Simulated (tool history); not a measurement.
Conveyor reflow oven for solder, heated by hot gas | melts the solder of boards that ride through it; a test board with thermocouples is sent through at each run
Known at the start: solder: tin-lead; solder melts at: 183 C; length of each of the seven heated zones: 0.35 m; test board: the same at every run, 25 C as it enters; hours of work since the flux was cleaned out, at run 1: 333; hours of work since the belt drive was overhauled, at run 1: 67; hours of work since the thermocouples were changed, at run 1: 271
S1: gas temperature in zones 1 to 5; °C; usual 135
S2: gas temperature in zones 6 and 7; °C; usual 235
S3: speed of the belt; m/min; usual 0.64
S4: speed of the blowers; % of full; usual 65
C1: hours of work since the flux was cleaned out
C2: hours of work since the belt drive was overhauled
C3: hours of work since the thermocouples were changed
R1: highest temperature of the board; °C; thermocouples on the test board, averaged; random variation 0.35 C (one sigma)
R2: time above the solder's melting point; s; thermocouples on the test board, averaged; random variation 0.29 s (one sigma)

run 1 hour=0 | S1=135 S2=235 S3=0.64 S4=65 | C1=333 C2=67 C3=271 | R1=217.9 R2=48.4
run 2 hour=12.7 | S1=135 S2=235 S3=0.64 S4=65 | C1=338 C2=72 C3=276 | R1=217.9 R2=48.8
run 3 hour=24.1 | S1=135 S2=235 S3=0.64 S4=76 | C1=343 C2=77 C3=281 | R1=220.5 R2=51.2
run 4 hour=40.7 | S1=135 S2=235 S3=0.64 S4=76 | C1=350 C2=84 C3=288 | R1=220.7 R2=51.4
-- hour=50.4 flux residue cleaned out of gas plates and filters
run 5 hour=53.9 | S1=135 S2=235 S3=0.64 S4=76 | C1=1 C2=87 C3=291 | R1=221.1 R2=51.1
run 6 hour=63.7 | S1=135 S2=234 S3=0.64 S4=65 | C1=6 C2=91 C3=295 | R1=216.2 R2=48.2
run 7 hour=78.8 | S1=135 S2=234 S3=0.64 S4=65 | C1=12 C2=97 C3=302 | R1=217.3 R2=48
run 8 hour=88.1 | S1=135 S2=234 S3=0.64 S4=65 | C1=16 C2=101 C3=306 | R1=217 R2=47.9
run 9 hour=104.1 | S1=135 S2=235 S3=0.64 S4=65 | C1=22 C2=108 C3=312 | R1=217.3 R2=48.8
run 10 hour=114 | S1=128 S2=226 S3=0.568 S4=90 | C1=26 C2=112 C3=316 | R1=217.8 R2=55.6
run 11 hour=128.8 | S1=122 S2=235 S3=0.54 S4=65 | C1=33 C2=118 C3=323 | R1=221.7 R2=57.3
run 12 hour=137.2 | S1=122 S2=235 S3=0.54 S4=65 | C1=36 C2=122 C3=326 | R1=221.4 R2=56.8
run 13 hour=147.1 | S1=135 S2=238 S3=0.656 S4=58 | C1=40 C2=126 C3=330 | R1=216.8 R2=46.7
run 14 hour=155.7 | S1=135 S2=238 S3=0.656 S4=58 | C1=44 C2=129 C3=334 | R1=217.1 R2=46.6
run 15 hour=164.7 | S1=135 S2=235 S3=0.64 S4=78 | C1=48 C2=133 C3=337 | R1=221.8 R2=51.5
run 16 hour=182.8 | S1=132 S2=235 S3=0.64 S4=65 | C1=55 C2=141 C3=345 | R1=217.6 R2=47.4
run 17 hour=197.2 | S1=132 S2=235 S3=0.64 S4=65 | C1=61 C2=147 C3=351 | R1=217.9 R2=47.4
run 18 hour=212.7 | S1=148 S2=246 S3=0.64 S4=65 | C1=68 C2=153 C3=357 | R1=229.6 R2=59.7

Forecast each of these 3 alternatives for the next run:
run A hour=220.4 | S1=135 S2=235 S3=0.64 S4=81 | C1=71 C2=156 C3=361 | R1=? R2=?
run B hour=220.4 | S1=128 S2=246 S3=0.632 S4=65 | C1=71 C2=156 C3=361 | R1=? R2=?
run C hour=220.4 | S1=129 S2=246 S3=0.64 S4=65 | C1=71 C2=156 C3=361 | R1=? R2=?

run=A R1=222.1 R2=52.3
run=B R1=226.7 R2=52.3
run=C R1=225.9 R2=51.8
Without the tool's hidden state the same runs would have given:
run=A R1=222.1 R2=52.2
run=B R1=226.7 R2=52.3
run=C R1=225.9 R2=51.8
